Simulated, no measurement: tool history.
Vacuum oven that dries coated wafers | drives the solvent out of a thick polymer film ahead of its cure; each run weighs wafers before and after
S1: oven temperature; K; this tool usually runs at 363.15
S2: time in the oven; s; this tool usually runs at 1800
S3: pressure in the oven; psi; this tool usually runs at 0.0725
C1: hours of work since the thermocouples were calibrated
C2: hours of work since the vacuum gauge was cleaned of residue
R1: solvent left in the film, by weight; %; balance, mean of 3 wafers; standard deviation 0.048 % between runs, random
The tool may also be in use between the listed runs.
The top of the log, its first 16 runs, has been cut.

run	day	S1	S2	S3	C1	C2	R1
17	31.171	363.15	1800	0.1785	507	468	1.75
18	32.279	363.15	3060	0.0725	526	486	0.53
19	34.217	363.15	3060	0.0725	558	519	0.45
20	35.521	375.15	1500	0.0725	580	541	0.34
21	37.433	375.15	1500	0.0725	612	573	0.44
22	39.946	375.15	1500	0.0725	655	615	0.36
23	41.517	351.15	1680	0.2737	681	641	5.39
24	42.633	367.15	2340	0.0429	700	660	0.43
25	43.908	367.15	3060	0.0837	721	681	0.58
26	46.483	367.15	1200	0.1581	764	725	1.78
# day 47.871: oven's thermocouples calibrated
27	49.092	367.15	1200	0.1944	21	767	2.07
28	51.804	367.15	1200	0.1944	66	813	2.01
29	53.762	371.15	1740	0.0946	99	845	0.67
30	55.45	371.15	1140	0.0392	127	874	0.79
31	57.379	353.15	1800	0.0386	160	906	2.74
32	58.854	363.15	1800	0.0653	184	931	1.01
33	60.071	363.15	1800	0.0412	205	951	0.81
34	61.383	364.15	1860	0.2405	227	973	1.9
35	63.325	364.15	1860	0.2405	259	1006	1.88

4 ways to go on from here, each from the tool as it stands after run 35. What would each give?
A	64.867	359.15	1800	0.2283	285	1032	?
B	64.867	362.15	1860	0.2405	285	1032	?
C	64.867	354.15	960	0.0725	285	1032	?
D	64.867	373.15	1800	0.0725	285	1032	?

run	R1
A	2.76
B	2.25
C	5.69
D	0.32
With the hidden condition removed and each run's random variation left untouched, the same runs would have given:
run	R1
A	2.73
B	2.22
C	5.67
D	0.31
